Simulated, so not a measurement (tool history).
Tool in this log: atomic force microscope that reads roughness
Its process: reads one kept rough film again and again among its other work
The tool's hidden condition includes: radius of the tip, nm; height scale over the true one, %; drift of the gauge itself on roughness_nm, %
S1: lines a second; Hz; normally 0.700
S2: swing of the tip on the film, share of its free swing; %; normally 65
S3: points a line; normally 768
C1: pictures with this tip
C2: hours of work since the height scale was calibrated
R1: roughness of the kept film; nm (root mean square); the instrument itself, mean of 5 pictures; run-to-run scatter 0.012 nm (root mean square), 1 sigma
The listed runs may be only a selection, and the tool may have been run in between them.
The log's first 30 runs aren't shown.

run 31 hour=209.8 | S1=0.700 S2=68 S3=736 | C1=100 C2=17 | R1=2.542
run 32 hour=217.9 | S1=0.646 S2=76 S3=475 | C1=107 C2=21 | R1=2.538
run 33 hour=223.3 | S1=0.700 S2=72 S3=350 | C1=112 C2=24 | R1=2.522
run 34 hour=231.1 | S1=0.700 S2=72 S3=350 | C1=119 C2=29 | R1=2.510
-- hour=238.3 height scale calibrated on a step standard, once more
run 35 hour=239.3 | S1=0.662 S2=77 S3=1001 | C1=126 C2=1 | R1=2.513
run 36 hour=244.1 | S1=0.662 S2=77 S3=1001 | C1=130 C2=3 | R1=2.502
run 37 hour=251.6 | S1=0.662 S2=77 S3=1001 | C1=137 C2=7 | R1=2.472
run 38 hour=256.9 | S1=0.500 S2=65 S3=768 | C1=142 C2=10 | R1=2.514

What if the next run were any one of these 3? Each begins from the tool's condition after run 38:
run A hour=264.3 | S1=3.294 S2=90 S3=609 | C1=149 C2=14 | R1=?
run B hour=264.3 | S1=3.501 S2=65 S3=768 | C1=149 C2=14 | R1=?
run C hour=264.3 | S1=1.035 S2=69 S3=848 | C1=149 C2=14 | R1=?

run=A R1=2.099
run=B R1=2.384
run=C R1=2.486
With the hidden condition removed and each run's random variation left untouched, the same runs would have given:
run=A R1=2.314
run=B R1=2.627
run=C R1=2.740

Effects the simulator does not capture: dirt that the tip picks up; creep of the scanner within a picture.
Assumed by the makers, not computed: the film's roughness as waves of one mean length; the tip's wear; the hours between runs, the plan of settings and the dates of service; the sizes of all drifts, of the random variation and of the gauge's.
